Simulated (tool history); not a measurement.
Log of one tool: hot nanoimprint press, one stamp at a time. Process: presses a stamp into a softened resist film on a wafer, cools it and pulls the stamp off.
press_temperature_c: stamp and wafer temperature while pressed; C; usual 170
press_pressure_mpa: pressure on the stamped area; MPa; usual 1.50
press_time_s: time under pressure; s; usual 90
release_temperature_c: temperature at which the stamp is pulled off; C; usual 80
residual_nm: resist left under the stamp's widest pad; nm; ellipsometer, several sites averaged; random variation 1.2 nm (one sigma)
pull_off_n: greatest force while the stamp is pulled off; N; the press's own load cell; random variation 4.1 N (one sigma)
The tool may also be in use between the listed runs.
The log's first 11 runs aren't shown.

run	hour	press_temperature_c	press_pressure_mpa	press_time_s	release_temperature_c	hours of work since the thermocouple was calibrated	imprints on the stamp's release coat	hours of work since the press's seals were changed	residual_nm	pull_off_n
12	61.5	170	1.50	90	80	221	331	142	195.3	220
13	69.2	170	1.50	90	80	226	372	147	193.6	221
14	77.0	170	1.50	90	80	231	414	153	191.8	229
15	86.0	170	1.50	90	80	238	462	159	193.7	224
16	94.8	170	1.50	90	80	244	510	165	195.3	224
17	103.1	176	1.50	90	80	250	555	171	146.4	226
18	112.1	176	1.50	90	80	256	603	177	147.2	228
# hour 120.7: plate thermocouple calibrated
# hour 129.1: stamp cleaned and given a new release coat
19	130.4	170	1.50	105	77	3	7	183	177.0	222
20	134.2	159	1.50	90	80	5	28	186	282.5	203
21	138.8	169	2.14	165	72	8	52	189	133.6	239
22	144.1	169	2.14	165	72	12	80	193	134.0	253
23	149.9	169	2.14	165	72	16	112	197	132.7	251
24	156.1	174	0.97	120	67	20	145	201	172.7	281
25	160.5	161	1.75	123	86	24	169	204	238.4	172
26	166.1	172	0.94	90	74	27	199	208	208.6	243
27	170.2	170	1.74	65	80	30	221	211	195.4	214
28	176.8	170	1.48	90	80	35	257	216	190.1	210
29	183.4	170	2.30	138	72	39	292	220	130.9	252
30	187.2	165	1.50	90	80	42	313	223	230.0	218

3 ways to go on from here, each from the tool as it stands after run 30. What would each give?
A	195.7	165	1.57	61	71	48	358	229	?	?
B	195.7	165	1.36	168	85	48	358	229	?	?
C	195.7	165	1.11	90	71	48	358	229	?	?

run	residual_nm	pull_off_n
A	252.5	272
B	201.4	191
C	258.0	269
Without the tool's hidden state the same runs would have given:
run	residual_nm	pull_off_n
A	250.4	253
B	199.3	177
C	256.1	249
